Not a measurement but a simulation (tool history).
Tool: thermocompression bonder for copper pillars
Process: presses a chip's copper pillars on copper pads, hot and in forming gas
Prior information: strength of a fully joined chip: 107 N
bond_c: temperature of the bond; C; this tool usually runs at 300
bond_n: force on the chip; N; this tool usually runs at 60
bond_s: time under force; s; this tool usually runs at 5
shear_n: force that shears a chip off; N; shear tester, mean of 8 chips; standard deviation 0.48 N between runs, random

run    hour  bond_c  bond_n  bond_s  shear_n
  1     0.0     300      60       5     42.3
  2    52.8     300      60       5     40.8
  3   101.5     300      60      11     53.5
      113.7  -- forming gas filter changed
  4   140.7     287      60      11     48.6
  5   170.0     300      60       5     45.2
  6   222.3     300      67       5     45.7
  7   286.8     300      67       5     46.0
  8   344.7     300      67       5     44.9
      376.7  -- forming gas filter changed
  9   387.8     300      67       5     49.0
 10   416.8     300      67       5     48.8
 11   466.6     300      67       5     48.9
 12   522.7     319      67       5     60.2
 13   567.8     327      67       5     63.9
 14   623.4     289      60       5     37.8
      639.1  -- forming gas filter changed
 15   685.5     289      60       5     41.2
 16   753.5     291      88       5     49.7
 17   793.6     277      48       5     29.8
 18   850.5     277      48       5     29.6
      901.5  -- forming gas filter changed
 19   911.0     277      48       5     33.7
 20   944.6     305      60       7     60.3
 21   986.3     300      60       7     56.6
      999.9  -- heater calibrated with a thermocouple chip
 22  1028.8     292      51      10     43.7
 23  1067.6     292      51      10     43.8
 24  1114.6     292      51      10     42.9
 25  1162.0     281      51       4     24.7

What does the tool deliver on the next run?
     1168.9  -- forming gas filter changed
 26  1214.7     276      44       3        ?

Run 26 gave shear_n 20.5 N.
Take away the tool's hidden state, keep the run-to-run variation as it was, and the same run would have given shear_n 19.5 N.
